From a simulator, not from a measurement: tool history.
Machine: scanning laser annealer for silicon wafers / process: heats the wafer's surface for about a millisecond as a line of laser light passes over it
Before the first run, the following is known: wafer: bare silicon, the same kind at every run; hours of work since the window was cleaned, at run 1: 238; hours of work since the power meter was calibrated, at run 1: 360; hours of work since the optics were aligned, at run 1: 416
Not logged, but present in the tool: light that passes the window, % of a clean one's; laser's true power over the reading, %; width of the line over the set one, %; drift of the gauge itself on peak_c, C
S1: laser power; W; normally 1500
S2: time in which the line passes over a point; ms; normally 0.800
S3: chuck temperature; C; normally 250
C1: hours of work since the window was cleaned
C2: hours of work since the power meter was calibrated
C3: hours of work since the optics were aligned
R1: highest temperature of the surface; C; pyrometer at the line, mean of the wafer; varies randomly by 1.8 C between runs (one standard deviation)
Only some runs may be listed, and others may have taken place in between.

Run 1, hour 0.0: usual settings; C1 238; C2 360; C3 416. Result: R1 1049 C.
Run 2, hour 10.7: usual settings; C1 244; C2 366; C3 421. Result: R1 1044 C.
Run 3, hour 27.6: usual settings but S1 1573 W; C1 253; C2 375; C3 430. Result: R1 1083 C.
Run 4, hour 46.7: usual settings but S1 1573 W; C1 263; C2 384; C3 440. Result: R1 1081 C.
Run 5, hour 58.7: usual settings but S2 0.683 ms; C1 269; C2 391; C3 446. Result: R1 990 C.
Run 6, hour 69.9: usual settings but S2 0.683 ms; C1 275; C2 396; C3 452. Result: R1 986 C.
Run 7, hour 79.0: usual settings but S2 0.683 ms; C1 279; C2 401; C3 457. Result: R1 990 C.
Run 8, hour 91.9: usual settings but S2 0.683 ms; C1 286; C2 408; C3 463. Result: R1 986 C.
Run 9, hour 108.5: usual settings but S2 0.683 ms; C1 295; C2 416; C3 472. Result: R1 984 C.
Run 10, hour 123.8: usual settings but S2 0.683 ms; C1 302; C2 424; C3 480. Result: R1 985 C.
Run 11, hour 132.5: usual settings but S1 1325 W; C1 307; C2 429; C3 484. Result: R1 940 C.
Run 12, hour 146.1: usual settings but S1 1325 W; C1 314; C2 436; C3 491. Result: R1 941 C.
Run 13, hour 163.6: usual settings but S1 1325 W; C1 323; C2 445; C3 501. Result: R1 941 C.
Run 14, hour 177.5: usual settings but S1 1325 W; C1 330; C2 452; C3 508. Result: R1 940 C.
At hour 185.0: window over the wafer cleaned.
Run 15, hour 189.4: usual settings but S1 1325 W; C1 2; C2 457; C3 513. Result: R1 978 C.
Run 16, hour 204.9: usual settings but S1 1325 W, S2 0.816 ms; C1 10; C2 465; C3 521. Result: R1 975 C.
At hour 210.8: optics aligned, line set to its width.
Run 17, hour 225.5: usual settings but S1 1325 W, S2 0.816 ms; C1 18; C2 473; C3 8. Result: R1 973 C.
Run 18, hour 235.7: usual settings but S1 1325 W, S2 0.816 ms; C1 24; C2 478; C3 13. Result: R1 972 C.
Run 19, hour 250.3: usual settings but S1 1325 W, S2 0.816 ms; C1 31; C2 486; C3 20. Result: R1 972 C.
Run 20, hour 259.4: usual settings but S1 1325 W, S2 0.816 ms; C1 36; C2 491; C3 25. Result: R1 974 C.
Run 21, hour 277.8: usual settings but S1 1325 W, S2 0.816 ms; C1 45; C2 500; C3 35. Result: R1 971 C.
Run 22, hour 296.4: usual settings but S1 1325 W, S2 0.816 ms; C1 55; C2 510; C3 44. Result: R1 969 C.
Run 23, hour 309.8: usual settings but S1 1325 W, S2 0.816 ms; C1 62; C2 517; C3 51. Result: R1 968 C.
Run 24, hour 319.8: usual settings but S1 1528 W, S2 0.975 ms, S3 265 C; C1 67; C2 522; C3 56. Result: R1 1161 C.
At hour 330.9: optics aligned, line set to its width, once more.
Run 25, hour 334.5: usual settings but S1 1619 W, S2 0.795 ms, S3 223 C; C1 72; C2 527; C3 2. Result: R1 1106 C.
Run 26, hour 342.8: usual settings but S1 1619 W, S2 0.795 ms, S3 223 C; C1 76; C2 531; C3 6. Result: R1 1102 C.
Run 27, hour 356.8: usual settings but S1 1619 W, S2 0.795 ms, S3 223 C; C1 84; C2 538; C3 13. Result: R1 1107 C.
Run 28, hour 372.8: usual settings but S1 1340 W, S2 0.873 ms, S3 223 C; C1 92; C2 547; C3 22. Result: R1 978 C.
Run 29, hour 385.4: usual settings but S1 1340 W, S2 0.873 ms, S3 223 C; C1 98; C2 553; C3 28. Result: R1 974 C.
Run 30, hour 398.5: usual settings but S2 0.699 ms, S3 242 C; C1 105; C2 560; C3 35. Result: R1 1011 C.
Run 31, hour 409.4: usual settings but S2 0.699 ms, S3 242 C; C1 111; C2 566; C3 41. Result: R1 1009 C.
Run 32, hour 421.6: usual settings but S2 0.852 ms, S3 261 C; C1 117; C2 572; C3 47. Result: R1 1098 C.
Run 33, hour 437.9: usual settings but S2 0.965 ms, S3 284 C; C1 126; C2 580; C3 55. Result: R1 1165 C.
Run 34, hour 454.4: usual settings but S2 0.831 ms, S3 246 C; C1 134; C2 589; C3 64. Result: R1 1068 C.
Run 35, hour 463.3: usual settings but S2 0.831 ms, S3 246 C; C1 139; C2 594; C3 68. Result: R1 1067 C.
Run 36, hour 473.5: usual settings but S2 0.744 ms, S3 230 C; C1 144; C2 599; C3 74. Result: R1 1015 C.
Run 37, hour 486.1: usual settings but S2 0.744 ms, S3 230 C; C1 150; C2 605; C3 80. Result: R1 1014 C.
Run 38, hour 505.9: usual settings but S1 1342 W, S2 0.608 ms, S3 282 C; C1 161; C2 616; C3 91. Result: R1 918 C.
Run 39, hour 520.7: usual settings but S2 0.590 ms, S3 263 C; C1 168; C2 623; C3 98. Result: R1 970 C.

5 ways to go on from here, each from the tool as it stands after run 39. What would each give?
Run A, hour 531.0: usual settings but S1 1578 W, S2 0.890 ms, S3 236 C; C1 174; C2 629; C3 103. Result: R1 ?.
Run B, hour 531.0: usual settings but S1 1495 W, S2 0.633 ms, S3 221 C; C1 174; C2 629; C3 103. Result: R1 ?.
Run C, hour 531.0: usual settings but S2 0.710 ms, S3 259 C; C1 174; C2 629; C3 103. Result: R1 ?.
Run D, hour 531.0: usual settings but S1 1360 W, S2 0.583 ms, S3 241 C; C1 174; C2 629; C3 103. Result: R1 ?.
Run E, hour 531.0: usual settings but S1 1340 W, S2 0.613 ms, S3 236 C; C1 174; C2 629; C3 103. Result: R1 ?.

run    R1
  A  1124
  B   944
  C  1025
  D   877
  E   875
What these runs would have given with no unlogged condition in the tool:
run    R1
  A  1154
  B   968
  C  1050
  D   898
  E   897
